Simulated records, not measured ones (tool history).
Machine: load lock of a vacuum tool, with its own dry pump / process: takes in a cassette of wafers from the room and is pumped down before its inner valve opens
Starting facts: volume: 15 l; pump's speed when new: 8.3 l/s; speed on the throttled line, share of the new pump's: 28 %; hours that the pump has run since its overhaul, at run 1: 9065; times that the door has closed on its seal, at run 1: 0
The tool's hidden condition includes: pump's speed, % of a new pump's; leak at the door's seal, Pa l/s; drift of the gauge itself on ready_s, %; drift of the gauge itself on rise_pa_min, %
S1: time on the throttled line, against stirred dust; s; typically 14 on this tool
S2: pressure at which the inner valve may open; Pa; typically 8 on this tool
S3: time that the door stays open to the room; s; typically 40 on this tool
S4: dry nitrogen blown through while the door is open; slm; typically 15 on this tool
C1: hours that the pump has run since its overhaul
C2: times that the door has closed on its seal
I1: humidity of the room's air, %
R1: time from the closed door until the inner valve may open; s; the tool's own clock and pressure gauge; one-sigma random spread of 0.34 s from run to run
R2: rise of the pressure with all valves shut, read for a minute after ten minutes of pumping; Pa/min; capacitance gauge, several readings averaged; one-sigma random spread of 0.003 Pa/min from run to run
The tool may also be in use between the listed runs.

run,day,S1,S2,S3,S4,C1,C2,I1,R1,R2
1,0,14,8,40,15,9065,0,45.2,28.5,0.044
2,18.333,14,8,40,15,9505,1690,45,28.4,0.042
3,32.429,14,8,40,15,9843,2990,45,29.3,0.056
4,48.325,14,8,40,15,10225,4455,45,28.9,0.061
5,58.288,14,8,102,15,10464,5373,46.1,29.3,0.087
6,77.412,14,8,102,15,10923,7136,42.4,29,0.092
7,86.546,14,8,40,12,11142,7978,45.6,29.1,0.077
8,105.95,14,8,102,15,11608,9767,43.2,29.4,0.113
9,121.125,14,8,102,15,11972,11166,45.1,29.4,0.114
10,142.729,14,8,102,15,12491,13157,47.5,29.4,0.13
11,163.979,14,8,102,15,13000,15116,46.5,29.2,0.153
12,177.988,14,8,102,15,13337,16407,44.9,29.1,0.155
13,195.308,14,8,102,15,13752,18004,41.9,30,0.169
14,211.308,14,8,40,15,14136,19479,46.3,29.7,0.157
15,231.021,14,8,40,15,14610,21296,43,30.1,0.176
16,252.433,14,8,40,15,15123,23270,42,29.7,0.197
17,274.254,14,8,40,15,15647,25281,43.9,29.9,0.223
18,285.229,14,8,84,15,15911,26293,44.3,29.5,0.259
# day 289.992: door's seal changed, seat wiped
19,300.662,11,9,177,11,16279,984,44,28.3,0.107
20,313.783,11,6,215,11,16594,2193,44.8,28.9,0.127
21,327.233,11,6,231,7,16917,3433,45.1,28.4,0.155
22,339.75,19,14,231,29,17218,4587,43.3,31.6,0.104
23,354.55,11,14,231,13,17573,5951,44.6,26.9,0.141
24,365.7,11,14,231,13,17840,6979,44.8,26.4,0.144
25,385.912,24,6,40,15,18325,8842,45.1,37.4,0.082
26,405.962,21,7,46,28,18807,10691,44.3,34.4,0.082
27,420.988,14,9,40,13,19167,12076,50,29.8,0.117
28,436.604,15,13,77,13,19542,13515,48.7,29.9,0.137
29,453.388,14,8,230,6,19945,15062,44.3,30.2,0.227
30,473.9,14,8,230,6,20437,16953,45.5,30.4,0.244
31,492.842,14,7,40,15,20892,18699,46.9,30.7,0.168
32,510.092,8,7,154,15,21306,20289,45.4,27.5,0.219
33,531.033,10,7,85,8,21808,22220,44,28.5,0.228
34,540.871,19,10,40,10,22044,23126,45.6,33.8,0.21
35,556.021,21,8,237,15,22408,24523,43.3,35,0.295
36,568.004,21,8,237,15,22696,25627,45.1,35.4,0.308

The same runs without the tool's hidden state, with the same run-to-run variation:
run,R1,R2
1,27.3,0.045
2,27.1,0.04
3,27.9,0.05
4,27.5,0.049
5,27.8,0.071
6,27.5,0.069
7,27.6,0.049
8,27.8,0.076
9,27.8,0.067
10,27.7,0.071
11,27.4,0.078
12,27.2,0.074
13,28.1,0.071
14,27.8,0.046
15,28,0.045
16,27.6,0.044
17,27.6,0.047
18,27.3,0.072
19,25.9,0.103
20,26.2,0.119
21,25.7,0.142
22,29.6,0.087
23,24.4,0.118
24,23.9,0.117
25,35.2,0.043
26,32,0.035
27,27,0.059
28,27.3,0.069
29,27.2,0.146
30,27.4,0.146
31,27.5,0.053
32,23.9,0.087
33,24.9,0.077
34,30.9,0.052
35,32.1,0.113
36,32.5,0.117
